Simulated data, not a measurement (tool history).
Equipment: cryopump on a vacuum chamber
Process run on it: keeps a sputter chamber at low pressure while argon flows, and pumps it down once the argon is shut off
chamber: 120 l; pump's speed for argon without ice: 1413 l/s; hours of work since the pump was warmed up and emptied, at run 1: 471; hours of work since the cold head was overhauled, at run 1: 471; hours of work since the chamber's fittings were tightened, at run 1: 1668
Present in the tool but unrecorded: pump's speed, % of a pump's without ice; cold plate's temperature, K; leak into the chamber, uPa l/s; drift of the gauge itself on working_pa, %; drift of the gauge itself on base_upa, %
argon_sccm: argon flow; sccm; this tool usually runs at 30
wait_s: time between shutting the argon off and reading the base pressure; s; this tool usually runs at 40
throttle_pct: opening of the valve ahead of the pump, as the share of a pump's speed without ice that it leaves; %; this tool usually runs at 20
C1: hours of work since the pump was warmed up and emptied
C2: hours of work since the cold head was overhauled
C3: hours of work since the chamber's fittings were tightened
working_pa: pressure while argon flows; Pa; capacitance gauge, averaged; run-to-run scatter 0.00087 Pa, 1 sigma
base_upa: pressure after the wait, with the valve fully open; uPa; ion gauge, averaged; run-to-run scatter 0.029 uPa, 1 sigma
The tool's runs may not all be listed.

run 1 hour=0.0 | argon_sccm=30 wait_s=40 throttle_pct=20 | C1=471 C2=471 C3=1668 | working_pa=0.1859 base_upa=1.85
run 2 hour=29.5 | argon_sccm=22 wait_s=40 throttle_pct=20 | C1=484 C2=484 C3=1681 | working_pa=0.1356 base_upa=1.89
run 3 hour=64.0 | argon_sccm=22 wait_s=40 throttle_pct=20 | C1=499 C2=499 C3=1696 | working_pa=0.1372 base_upa=1.79
-- hour=95.7 leaking fittings of the chamber tightened, without venting
run 4 hour=100.3 | argon_sccm=22 wait_s=40 throttle_pct=20 | C1=514 C2=514 C3=2 | working_pa=0.1371 base_upa=1.43
run 5 hour=131.7 | argon_sccm=30 wait_s=40 throttle_pct=19 | C1=528 C2=528 C3=16 | working_pa=0.1976 base_upa=1.50
run 6 hour=157.8 | argon_sccm=30 wait_s=40 throttle_pct=19 | C1=540 C2=540 C3=27 | working_pa=0.1963 base_upa=1.47
run 7 hour=176.4 | argon_sccm=30 wait_s=40 throttle_pct=19 | C1=548 C2=548 C3=36 | working_pa=0.1981 base_upa=1.43
run 8 hour=205.9 | argon_sccm=30 wait_s=40 throttle_pct=19 | C1=561 C2=561 C3=49 | working_pa=0.1951 base_upa=1.49
run 9 hour=221.1 | argon_sccm=30 wait_s=293 throttle_pct=20 | C1=568 C2=568 C3=55 | working_pa=0.1897 base_upa=0.45
run 10 hour=256.7 | argon_sccm=30 wait_s=293 throttle_pct=20 | C1=583 C2=583 C3=71 | working_pa=0.1883 base_upa=0.49
run 11 hour=285.2 | argon_sccm=30 wait_s=61 throttle_pct=20 | C1=596 C2=596 C3=84 | working_pa=0.1891 base_upa=1.13
run 12 hour=308.5 | argon_sccm=30 wait_s=61 throttle_pct=20 | C1=606 C2=606 C3=94 | working_pa=0.1883 base_upa=1.09
run 13 hour=326.9 | argon_sccm=30 wait_s=61 throttle_pct=20 | C1=614 C2=614 C3=102 | working_pa=0.1901 base_upa=1.13
run 14 hour=360.1 | argon_sccm=30 wait_s=61 throttle_pct=20 | C1=629 C2=629 C3=117 | working_pa=0.1895 base_upa=1.04
run 15 hour=394.2 | argon_sccm=30 wait_s=61 throttle_pct=56 | C1=644 C2=644 C3=132 | working_pa=0.0741 base_upa=1.08
run 16 hour=422.7 | argon_sccm=30 wait_s=61 throttle_pct=56 | C1=656 C2=656 C3=144 | working_pa=0.0731 base_upa=1.08
run 17 hour=449.0 | argon_sccm=30 wait_s=40 throttle_pct=20 | C1=668 C2=668 C3=156 | working_pa=0.1884 base_upa=1.54
run 18 hour=470.2 | argon_sccm=30 wait_s=40 throttle_pct=20 | C1=677 C2=677 C3=165 | working_pa=0.1889 base_upa=1.57
run 19 hour=485.5 | argon_sccm=35 wait_s=40 throttle_pct=43 | C1=684 C2=684 C3=172 | working_pa=0.1087 base_upa=1.50
run 20 hour=518.3 | argon_sccm=35 wait_s=40 throttle_pct=43 | C1=699 C2=699 C3=187 | working_pa=0.1098 base_upa=1.55
run 21 hour=534.8 | argon_sccm=25 wait_s=20 throttle_pct=43 | C1=706 C2=706 C3=194 | working_pa=0.0784 base_upa=2.77
run 22 hour=550.0 | argon_sccm=25 wait_s=20 throttle_pct=43 | C1=713 C2=713 C3=201 | working_pa=0.0785 base_upa=2.61
run 23 hour=576.3 | argon_sccm=19 wait_s=149 throttle_pct=43 | C1=724 C2=724 C3=212 | working_pa=0.0602 base_upa=0.64
run 24 hour=592.6 | argon_sccm=19 wait_s=149 throttle_pct=43 | C1=732 C2=732 C3=219 | working_pa=0.0602 base_upa=0.69
run 25 hour=624.2 | argon_sccm=30 wait_s=30 throttle_pct=53 | C1=745 C2=745 C3=233 | working_pa=0.0792 base_upa=1.88
run 26 hour=642.5 | argon_sccm=20 wait_s=82 throttle_pct=51 | C1=754 C2=754 C3=241 | working_pa=0.0550 base_upa=0.97
run 27 hour=672.7 | argon_sccm=20 wait_s=84 throttle_pct=51 | C1=767 C2=767 C3=255 | working_pa=0.0546 base_upa=0.96
run 28 hour=698.0 | argon_sccm=20 wait_s=84 throttle_pct=51 | C1=778 C2=778 C3=266 | working_pa=0.0547 base_upa=0.94
run 29 hour=727.1 | argon_sccm=53 wait_s=22 throttle_pct=27 | C1=791 C2=791 C3=279 | working_pa=0.2574 base_upa=2.46
run 30 hour=754.5 | argon_sccm=30 wait_s=100 throttle_pct=20 | C1=803 C2=803 C3=291 | working_pa=0.1913 base_upa=0.88
run 31 hour=772.2 | argon_sccm=30 wait_s=100 throttle_pct=20 | C1=811 C2=811 C3=299 | working_pa=0.1909 base_upa=0.85
run 32 hour=802.4 | argon_sccm=32 wait_s=50 throttle_pct=24 | C1=824 C2=824 C3=312 | working_pa=0.1719 base_upa=1.38
run 33 hour=821.4 | argon_sccm=37 wait_s=113 throttle_pct=42 | C1=833 C2=833 C3=320 | working_pa=0.1205 base_upa=0.84
-- hour=830.4 pump warmed up, emptied and cooled again
run 34 hour=848.7 | argon_sccm=24 wait_s=24 throttle_pct=26 | C1=8 C2=842 C3=330 | working_pa=0.1112 base_upa=2.30

4 ways to go on from here, each from the tool as it stands after run 34. What would each give?
run A hour=870.6 | argon_sccm=16 wait_s=97 throttle_pct=54 | C1=18 C2=852 C3=340 | working_pa=? base_upa=?
run B hour=870.6 | argon_sccm=24 wait_s=190 throttle_pct=32 | C1=18 C2=852 C3=340 | working_pa=? base_upa=?
run C hour=870.6 | argon_sccm=14 wait_s=48 throttle_pct=23 | C1=18 C2=852 C3=340 | working_pa=? base_upa=?
run D hour=870.6 | argon_sccm=46 wait_s=43 throttle_pct=20 | C1=18 C2=852 C3=340 | working_pa=? base_upa=?

run=A working_pa=0.0366 base_upa=0.80
run=B working_pa=0.0894 base_upa=0.60
run=C working_pa=0.0734 base_upa=1.29
run=D working_pa=0.2776 base_upa=1.43
Without the tool's unlogged condition, the same runs would have read:
run=A working_pa=0.0361 base_upa=0.71
run=B working_pa=0.0887 base_upa=0.50
run=C working_pa=0.0729 base_upa=1.19
run=D working_pa=0.2762 base_upa=1.33
